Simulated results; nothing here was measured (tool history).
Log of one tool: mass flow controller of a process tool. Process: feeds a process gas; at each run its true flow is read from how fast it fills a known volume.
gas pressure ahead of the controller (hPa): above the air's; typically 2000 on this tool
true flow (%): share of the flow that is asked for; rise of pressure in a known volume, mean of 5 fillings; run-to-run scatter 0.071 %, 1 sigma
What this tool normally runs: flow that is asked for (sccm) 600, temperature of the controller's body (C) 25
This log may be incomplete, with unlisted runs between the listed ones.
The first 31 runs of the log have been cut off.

run     hour  flow that is asked for (sccm)  gas pressure ahead of the controller (hPa)  temperature of the controller's body (C)  true flow (%)
 32  10593.8                            600                                        1510                                        31          98.74
 33  10818.2                            600                                        1820                                        21          98.04
 34  11207.0                            600                                        1820                                        21          97.96
 35  11617.5                            600                                        1820                                        21          97.72
 36  11927.8                            489                                        1820                                        21          97.23
 37  12188.7                            489                                        1820                                        21          97.04
 38  12509.0                            489                                        1820                                        21          96.88
 39  12754.3                            489                                        1820                                        21          96.76
 40  13226.0                            241                                        1890                                        22          94.99
 41  13583.0                            241                                        1890                                        22          94.96

Run 42 has not been measured yet. What should we expect?
 42  13899.7                            241                                        1890                                        22              ?

{"run 42": {"true flow (%)": 94.59}}
If the tool had no hidden condition, the same run with the same run-to-run variation would have returned true flow (%) 98.74.
